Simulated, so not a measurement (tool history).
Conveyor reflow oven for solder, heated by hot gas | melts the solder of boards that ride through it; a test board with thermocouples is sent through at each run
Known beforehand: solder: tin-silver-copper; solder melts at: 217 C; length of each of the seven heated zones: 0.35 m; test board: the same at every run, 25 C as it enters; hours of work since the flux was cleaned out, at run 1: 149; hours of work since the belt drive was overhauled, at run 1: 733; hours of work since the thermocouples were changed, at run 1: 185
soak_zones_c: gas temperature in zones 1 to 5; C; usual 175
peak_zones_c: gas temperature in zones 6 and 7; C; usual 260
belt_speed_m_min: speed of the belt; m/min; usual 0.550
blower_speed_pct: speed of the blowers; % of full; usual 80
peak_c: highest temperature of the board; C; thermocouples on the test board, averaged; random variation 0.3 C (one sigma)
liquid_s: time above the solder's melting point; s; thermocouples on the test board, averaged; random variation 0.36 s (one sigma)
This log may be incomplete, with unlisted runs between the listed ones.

run,hour,soak_zones_c,peak_zones_c,belt_speed_m_min,blower_speed_pct,hours of work since the flux was cleaned out,hours of work since the belt drive was overhauled,hours of work since the thermocouples were changed,peak_c,liquid_s
1,0.0,175,260,0.550,80,149,733,185,247.4,55.1
2,33.3,175,260,0.550,80,170,754,206,246.9,54.8
3,51.5,175,260,0.550,80,182,766,217,247.0,54.8
4,76.3,175,260,0.550,80,197,782,233,246.9,54.7
5,99.8,175,260,0.550,80,212,796,248,247.2,54.3
# hour 114.7: flux residue cleaned out of gas plates and filters
6,129.6,175,260,0.550,80,9,812,264,248.4,56.1
7,156.1,175,260,0.550,80,26,829,281,248.5,56.5
8,189.6,175,260,0.490,80,48,850,302,251.0,66.8
9,230.0,175,260,0.587,80,73,876,328,246.6,50.4
10,253.3,175,260,0.550,61,88,891,342,245.1,51.8
11,292.4,175,260,0.550,61,113,916,367,244.4,51.4

Predict the results of run 12:
12,323.2,175,260,0.550,54,132,935,387,?,?

{"run 12": {"peak_c": 242.5, "liquid_s": 48.8}}
On a tool with no hidden condition, and with the same random variation, this run would have come out at peak_c 242.4 C, liquid_s 48.3 s.
